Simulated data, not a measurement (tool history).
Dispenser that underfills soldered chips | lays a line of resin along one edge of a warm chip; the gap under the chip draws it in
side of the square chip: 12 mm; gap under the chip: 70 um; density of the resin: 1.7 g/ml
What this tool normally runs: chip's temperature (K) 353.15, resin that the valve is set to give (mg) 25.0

run   hour  chip's temperature (K)  resin that the valve is set to give (mg)  time until the resin shows at the far edge (s)  resin that the valve gave (mg)
  1    0.0                  353.15                                      25.0                                           117.3                           24.32
  2    5.9                  353.15                                      25.0                                           170.7                           24.45
       8.0  -- new syringe of resin
  3   11.7                  353.15                                      25.0                                           122.9                           24.31
  4   15.1                  353.15                                      25.0                                           148.3                           24.43
      19.3  -- new syringe of resin
  5   22.2                  353.15                                      25.0                                           117.0                           24.26
  6   26.7                  353.15                                      25.0                                           154.6                           24.05
      31.0  -- new syringe of resin
  7   31.5                  353.15                                      25.0                                            98.2                           24.17
  8   35.8                  353.15                                      22.5                                           132.7                           21.56
      42.4  -- new syringe of resin
  9   42.4                  353.15                                      22.5                                           101.4                           21.46
      45.4  -- dispensing valve cleaned and set on the balance
 10   46.9                  353.15                                      22.5                                           123.3                           22.38
 11   52.1                  353.15                                      22.8                                           170.2                           22.52
      55.0  -- new syringe of resin
 12   56.1                  346.15                                      31.2                                           121.8                           30.95
 13   61.4                  358.15                                      25.0                                           122.0                           24.73
      66.5  -- new syringe of resin
 14   66.7                  358.15                                      25.0                                            86.6                           24.51
 15   72.8                  357.15                                      27.5                                           126.0                           26.93
      77.7  -- new syringe of resin
 16   79.9                  357.15                                      27.5                                            98.9                           26.80
 17   84.2                  357.15                                      27.5                                           126.2                           26.68
      89.3  -- new syringe of resin
 18   90.9                  347.15                                      23.3                                           128.1                           22.47
 19   97.5                  354.15                                      23.6                                           156.2                           22.80
     100.5  -- new syringe of resin
 20  105.6                  353.15                                      28.6                                           126.6                           27.20
     111.8  -- new syringe of resin
 21  113.0                  353.15                                      28.6                                           103.8                           27.34

Branching from run 21: 3 alternative next runs. What would each branch give?
  A  116.7                  342.15                                      30.8                                               ?                               ?
  B  116.7                  338.15                                      28.6                                               ?                               ?
  C  116.7                  338.15                                      26.0                                               ?                               ?

run  time until the resin shows at the far edge (s)  resin that the valve gave (mg)
  A                                           178.7                           29.26
  B                                           197.2                           27.31
  C                                           200.3                           24.81
Without the tool's hidden state the same runs would have given:
run  time until the resin shows at the far edge (s)  resin that the valve gave (mg)
  A                                           133.2                           30.83
  B                                           146.6                           28.77
  C                                           148.3                           26.14

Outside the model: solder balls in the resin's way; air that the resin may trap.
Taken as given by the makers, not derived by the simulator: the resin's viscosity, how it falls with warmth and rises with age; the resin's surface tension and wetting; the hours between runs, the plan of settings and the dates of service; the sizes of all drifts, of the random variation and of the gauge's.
